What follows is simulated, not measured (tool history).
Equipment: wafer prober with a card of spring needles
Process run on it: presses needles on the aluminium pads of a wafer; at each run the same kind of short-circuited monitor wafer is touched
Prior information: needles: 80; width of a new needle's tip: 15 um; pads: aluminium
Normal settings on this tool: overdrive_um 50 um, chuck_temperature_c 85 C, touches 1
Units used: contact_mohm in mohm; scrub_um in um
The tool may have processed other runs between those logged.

{"run": 1, "hour": 0.0, "overdrive_um": 50, "chuck_temperature_c": 85, "touches": 1, "contact_mohm": 183, "scrub_um": 12.75}
{"hour": 17.3, "done": "tips cleaned on abrasive film"}
{"run": 2, "hour": 30.9, "overdrive_um": 50, "chuck_temperature_c": 25, "touches": 1, "contact_mohm": 173, "scrub_um": 12.76}
{"hour": 46.4, "done": "tips cleaned on abrasive film"}
{"hour": 78.6, "done": "tips cleaned on abrasive film"}
{"run": 3, "hour": 81.1, "overdrive_um": 50, "chuck_temperature_c": 25, "touches": 1, "contact_mohm": 171, "scrub_um": 12.72}
{"hour": 107.6, "done": "tips cleaned on abrasive film"}
{"run": 4, "hour": 107.6, "overdrive_um": 50, "chuck_temperature_c": 25, "touches": 1, "contact_mohm": 169, "scrub_um": 12.78}
{"hour": 138.2, "done": "tips cleaned on abrasive film"}
{"run": 5, "hour": 155.7, "overdrive_um": 50, "chuck_temperature_c": 85, "touches": 3, "contact_mohm": 181, "scrub_um": 12.74}
{"hour": 168.4, "done": "tips cleaned on abrasive film"}
{"hour": 196.4, "done": "tips cleaned on abrasive film"}
{"run": 6, "hour": 215.9, "overdrive_um": 50, "chuck_temperature_c": 85, "touches": 3, "contact_mohm": 178, "scrub_um": 12.76}
{"hour": 226.1, "done": "tips cleaned on abrasive film"}
{"hour": 256.5, "done": "tips cleaned on abrasive film"}
{"run": 7, "hour": 279.9, "overdrive_um": 50, "chuck_temperature_c": 85, "touches": 3, "contact_mohm": 183, "scrub_um": 12.77}
{"hour": 287.8, "done": "tips cleaned on abrasive film"}
{"hour": 293.3, "done": "height of the first contact set anew"}
{"hour": 319.1, "done": "tips cleaned on abrasive film"}
{"run": 8, "hour": 322.3, "overdrive_um": 54, "chuck_temperature_c": 85, "touches": 1, "contact_mohm": 179, "scrub_um": 13.82}
{"hour": 347.5, "done": "tips cleaned on abrasive film"}
{"run": 9, "hour": 370.9, "overdrive_um": 54, "chuck_temperature_c": 85, "touches": 1, "contact_mohm": 182, "scrub_um": 13.83}
{"hour": 375.3, "done": "tips cleaned on abrasive film"}
{"run": 10, "hour": 398.0, "overdrive_um": 50, "chuck_temperature_c": 85, "touches": 1, "contact_mohm": 179, "scrub_um": 12.81}
{"hour": 406.6, "done": "tips cleaned on abrasive film"}
{"run": 11, "hour": 433.2, "overdrive_um": 50, "chuck_temperature_c": 85, "touches": 1, "contact_mohm": 180, "scrub_um": 12.75}
{"hour": 438.2, "done": "tips cleaned on abrasive film"}
{"hour": 470.1, "done": "tips cleaned on abrasive film"}
{"run": 12, "hour": 487.2, "overdrive_um": 50, "chuck_temperature_c": 85, "touches": 1, "contact_mohm": 181, "scrub_um": 12.82}
{"hour": 497.9, "done": "tips cleaned on abrasive film"}
{"hour": 527.2, "done": "tips cleaned on abrasive film"}
{"run": 13, "hour": 536.6, "overdrive_um": 50, "chuck_temperature_c": 85, "touches": 1, "contact_mohm": 179, "scrub_um": 12.82}
{"hour": 555.4, "done": "tips cleaned on abrasive film"}
{"run": 14, "hour": 575.1, "overdrive_um": 50, "chuck_temperature_c": 85, "touches": 1, "contact_mohm": 182, "scrub_um": 12.89}
{"hour": 584.0, "done": "tips cleaned on abrasive film"}
{"hour": 612.9, "done": "tips cleaned on abrasive film"}
{"run": 15, "hour": 621.0, "overdrive_um": 50, "chuck_temperature_c": 85, "touches": 1, "contact_mohm": 179, "scrub_um": 12.86}
{"hour": 642.4, "done": "tips cleaned on abrasive film"}
{"hour": 670.5, "done": "tips cleaned on abrasive film"}
{"run": 16, "hour": 670.5, "overdrive_um": 50, "chuck_temperature_c": 85, "touches": 1, "contact_mohm": 180, "scrub_um": 12.87}
{"hour": 699.6, "done": "tips cleaned on abrasive film"}
{"run": 17, "hour": 706.0, "overdrive_um": 50, "chuck_temperature_c": 85, "touches": 1, "contact_mohm": 181, "scrub_um": 12.86}
{"hour": 730.9, "done": "tips cleaned on abrasive film"}
{"run": 18, "hour": 742.8, "overdrive_um": 50, "chuck_temperature_c": 85, "touches": 1, "contact_mohm": 181, "scrub_um": 12.9}
{"hour": 760.4, "done": "tips cleaned on abrasive film"}
{"run": 19, "hour": 781.3, "overdrive_um": 50, "chuck_temperature_c": 85, "touches": 1, "contact_mohm": 179, "scrub_um": 12.91}
{"hour": 792.6, "done": "tips cleaned on abrasive film"}
{"hour": 820.8, "done": "tips cleaned on abrasive film"}
{"run": 20, "hour": 820.8, "overdrive_um": 45, "chuck_temperature_c": 109, "touches": 1, "contact_mohm": 188, "scrub_um": 11.64}
{"hour": 851.0, "done": "tips cleaned on abrasive film"}
{"run": 21, "hour": 862.8, "overdrive_um": 36, "chuck_temperature_c": 62, "touches": 3, "contact_mohm": 182, "scrub_um": 9.27}
{"hour": 882.5, "done": "tips cleaned on abrasive film"}
{"hour": 912.8, "done": "tips cleaned on abrasive film"}
{"hour": 915.7, "done": "height of the first contact set anew"}
{"run": 22, "hour": 917.2, "overdrive_um": 36, "chuck_temperature_c": 62, "touches": 3, "contact_mohm": 181, "scrub_um": 9.31}
{"hour": 944.8, "done": "tips cleaned on abrasive film"}
{"run": 23, "hour": 962.5, "overdrive_um": 50, "chuck_temperature_c": 28, "touches": 2, "contact_mohm": 171, "scrub_um": 12.92}
{"hour": 976.6, "done": "tips cleaned on abrasive film"}
{"run": 24, "hour": 1001.4, "overdrive_um": 37, "chuck_temperature_c": 67, "touches": 2, "contact_mohm": 182, "scrub_um": 9.59}
{"hour": 1006.2, "done": "tips cleaned on abrasive film"}
{"run": 25, "hour": 1028.0, "overdrive_um": 37, "chuck_temperature_c": 67, "touches": 2, "contact_mohm": 184, "scrub_um": 9.59}
{"hour": 1035.4, "done": "tips cleaned on abrasive film"}
{"run": 26, "hour": 1058.2, "overdrive_um": 37, "chuck_temperature_c": 67, "touches": 2, "contact_mohm": 182, "scrub_um": 9.59}
{"hour": 1067.7, "done": "tips cleaned on abrasive film"}
{"run": 27, "hour": 1087.7, "overdrive_um": 37, "chuck_temperature_c": 67, "touches": 2, "contact_mohm": 186, "scrub_um": 9.58}
{"hour": 1097.7, "done": "tips cleaned on abrasive film"}
{"hour": 1125.9, "done": "tips cleaned on abrasive film"}
{"run": 28, "hour": 1125.9, "overdrive_um": 37, "chuck_temperature_c": 67, "touches": 2, "contact_mohm": 176, "scrub_um": 9.61}
{"hour": 1153.8, "done": "tips cleaned on abrasive film"}
{"run": 29, "hour": 1153.8, "overdrive_um": 37, "chuck_temperature_c": 67, "touches": 2, "contact_mohm": 180, "scrub_um": 9.61}
{"hour": 1182.5, "done": "tips cleaned on abrasive film"}
{"run": 30, "hour": 1205.7, "overdrive_um": 36, "chuck_temperature_c": 85, "touches": 1, "contact_mohm": 187, "scrub_um": 9.35}
{"hour": 1211.5, "done": "tips cleaned on abrasive film"}
{"hour": 1242.8, "done": "tips cleaned on abrasive film"}
{"run": 31, "hour": 1262.5, "overdrive_um": 55, "chuck_temperature_c": 44, "touches": 2, "contact_mohm": 173, "scrub_um": 14.29}
{"hour": 1275.4, "done": "tips cleaned on abrasive film"}
{"hour": 1305.5, "done": "tips cleaned on abrasive film"}
{"run": 32, "hour": 1313.2, "overdrive_um": 63, "chuck_temperature_c": 32, "touches": 2, "contact_mohm": 169, "scrub_um": 16.4}
{"hour": 1335.9, "done": "tips cleaned on abrasive film"}
{"run": 33, "hour": 1347.9, "overdrive_um": 50, "chuck_temperature_c": 85, "touches": 2, "contact_mohm": 177, "scrub_um": 13.01}

Alternative continuations, all from the tool just after run 33; predict every row:
{"hour": 1364.6, "done": "tips cleaned on abrasive film"}
{"run": "A", "hour": 1382.6, "overdrive_um": 50, "chuck_temperature_c": 108, "touches": 2, "contact_mohm": "?", "scrub_um": "?"}
{"hour": 1364.6, "done": "tips cleaned on abrasive film"}
{"run": "B", "hour": 1382.6, "overdrive_um": 63, "chuck_temperature_c": 29, "touches": 1, "contact_mohm": "?", "scrub_um": "?"}
{"hour": 1364.6, "done": "tips cleaned on abrasive film"}
{"run": "C", "hour": 1382.6, "overdrive_um": 67, "chuck_temperature_c": 26, "touches": 1, "contact_mohm": "?", "scrub_um": "?"}

run=A contact_mohm=182 scrub_um=13.03
run=B contact_mohm=168 scrub_um=16.40
run=C contact_mohm=167 scrub_um=17.46
Stripped of hidden state, with their random variation kept, the same runs would have yielded:
run=A contact_mohm=182 scrub_um=12.74
run=B contact_mohm=168 scrub_um=16.03
run=C contact_mohm=167 scrub_um=17.07

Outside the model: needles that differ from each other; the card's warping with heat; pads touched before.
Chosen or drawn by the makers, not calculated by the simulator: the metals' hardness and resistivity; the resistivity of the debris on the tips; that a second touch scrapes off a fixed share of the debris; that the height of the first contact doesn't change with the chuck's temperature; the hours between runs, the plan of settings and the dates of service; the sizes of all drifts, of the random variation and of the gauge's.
